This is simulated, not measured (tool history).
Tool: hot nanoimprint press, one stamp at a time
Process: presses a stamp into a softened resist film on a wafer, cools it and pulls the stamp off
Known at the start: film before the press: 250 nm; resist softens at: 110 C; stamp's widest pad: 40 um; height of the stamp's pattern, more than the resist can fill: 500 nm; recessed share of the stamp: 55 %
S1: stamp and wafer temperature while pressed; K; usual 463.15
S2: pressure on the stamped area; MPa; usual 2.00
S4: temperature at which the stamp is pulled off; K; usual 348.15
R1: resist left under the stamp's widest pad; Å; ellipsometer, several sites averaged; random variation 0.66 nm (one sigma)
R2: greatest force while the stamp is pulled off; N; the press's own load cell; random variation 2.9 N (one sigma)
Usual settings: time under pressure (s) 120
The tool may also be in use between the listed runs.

{"run": 1, "hour": 0.0, "S1": 463.15, "S2": 2.0, "time under pressure (s)": 120, "S4": 348.15, "R1": 877, "R2": 137}
{"run": 2, "hour": 9.6, "S1": 463.15, "S2": 2.0, "time under pressure (s)": 134, "S4": 348.15, "R1": 846, "R2": 137}
{"run": 3, "hour": 21.9, "S1": 463.15, "S2": 2.0, "time under pressure (s)": 134, "S4": 348.15, "R1": 847, "R2": 137}
{"run": 4, "hour": 30.5, "S1": 463.15, "S2": 2.0, "time under pressure (s)": 134, "S4": 348.15, "R1": 852, "R2": 130}
{"run": 5, "hour": 39.3, "S1": 463.15, "S2": 2.42, "time under pressure (s)": 120, "S4": 348.15, "R1": 814, "R2": 139}
{"run": 6, "hour": 47.3, "S1": 463.15, "S2": 2.42, "time under pressure (s)": 177, "S4": 348.15, "R1": 690, "R2": 134}
{"run": 7, "hour": 63.8, "S1": 463.15, "S2": 2.42, "time under pressure (s)": 177, "S4": 345.15, "R1": 695, "R2": 140}
{"run": 8, "hour": 82.9, "S1": 463.15, "S2": 2.0, "time under pressure (s)": 120, "S4": 348.15, "R1": 892, "R2": 137}
{"run": 9, "hour": 97.1, "S1": 463.15, "S2": 2.0, "time under pressure (s)": 120, "S4": 348.15, "R1": 881, "R2": 137}
{"run": 10, "hour": 106.3, "S1": 463.15, "S2": 2.0, "time under pressure (s)": 120, "S4": 348.15, "R1": 879, "R2": 134}
{"run": 11, "hour": 124.3, "S1": 463.15, "S2": 2.0, "time under pressure (s)": 120, "S4": 348.15, "R1": 888, "R2": 135}
{"run": 12, "hour": 134.0, "S1": 463.15, "S2": 2.0, "time under pressure (s)": 120, "S4": 333.15, "R1": 897, "R2": 168}
{"run": 13, "hour": 147.0, "S1": 463.15, "S2": 2.53, "time under pressure (s)": 120, "S4": 348.15, "R1": 792, "R2": 135}
{"run": 14, "hour": 157.1, "S1": 463.15, "S2": 2.0, "time under pressure (s)": 172, "S4": 348.15, "R1": 757, "R2": 134}
{"run": 15, "hour": 175.7, "S1": 463.15, "S2": 2.0, "time under pressure (s)": 172, "S4": 348.15, "R1": 772, "R2": 136}
{"run": 16, "hour": 195.3, "S1": 463.15, "S2": 2.0, "time under pressure (s)": 172, "S4": 348.15, "R1": 768, "R2": 134}
{"run": 17, "hour": 209.4, "S1": 463.15, "S2": 2.0, "time under pressure (s)": 172, "S4": 348.15, "R1": 767, "R2": 130}
{"run": 18, "hour": 227.0, "S1": 463.15, "S2": 2.0, "time under pressure (s)": 172, "S4": 348.15, "R1": 770, "R2": 139}
{"run": 19, "hour": 241.6, "S1": 456.15, "S2": 2.85, "time under pressure (s)": 93, "S4": 348.15, "R1": 1104, "R2": 131}
{"run": 20, "hour": 256.9, "S1": 459.15, "S2": 2.0, "time under pressure (s)": 120, "S4": 348.15, "R1": 1034, "R2": 136}
{"run": 21, "hour": 270.1, "S1": 459.15, "S2": 1.29, "time under pressure (s)": 120, "S4": 344.15, "R1": 1260, "R2": 147}
{"run": 22, "hour": 284.0, "S1": 463.15, "S2": 2.0, "time under pressure (s)": 120, "S4": 346.15, "R1": 892, "R2": 138}
{"run": 23, "hour": 301.9, "S1": 459.15, "S2": 1.29, "time under pressure (s)": 149, "S4": 345.15, "R1": 1164, "R2": 143}
{"run": 24, "hour": 319.7, "S1": 472.15, "S2": 2.0, "time under pressure (s)": 120, "S4": 348.15, "R1": 633, "R2": 135}
{"run": 25, "hour": 329.8, "S1": 463.15, "S2": 2.0, "time under pressure (s)": 82, "S4": 348.15, "R1": 1035, "R2": 132}
{"run": 26, "hour": 344.2, "S1": 463.15, "S2": 2.27, "time under pressure (s)": 120, "S4": 345.15, "R1": 831, "R2": 142}
{"run": 27, "hour": 355.3, "S1": 463.15, "S2": 2.27, "time under pressure (s)": 120, "S4": 345.15, "R1": 847, "R2": 142}
{"run": 28, "hour": 366.1, "S1": 463.15, "S2": 2.27, "time under pressure (s)": 120, "S4": 345.15, "R1": 827, "R2": 147}
{"run": 29, "hour": 382.6, "S1": 460.15, "S2": 2.12, "time under pressure (s)": 154, "S4": 341.15, "R1": 884, "R2": 144}
{"run": 30, "hour": 396.3, "S1": 460.15, "S2": 2.12, "time under pressure (s)": 154, "S4": 341.15, "R1": 886, "R2": 150}

Forecast each of these 3 alternatives for the next run:
{"run": "A", "hour": 411.5, "S1": 463.15, "S2": 2.0, "time under pressure (s)": 64, "S4": 348.15, "R1": "?", "R2": "?"}
{"run": "B", "hour": 411.5, "S1": 460.15, "S2": 2.12, "time under pressure (s)": 145, "S4": 341.15, "R1": "?", "R2": "?"}
{"run": "C", "hour": 411.5, "S1": 472.15, "S2": 2.12, "time under pressure (s)": 131, "S4": 351.15, "R1": "?", "R2": "?"}

run=A R1=1137 R2=134
run=B R1=893 R2=151
run=C R1=602 R2=132
Without the tool's hidden state the same runs would have given:
run=A R1=1139 R2=132
run=B R1=895 R2=149
run=C R1=603 R2=130
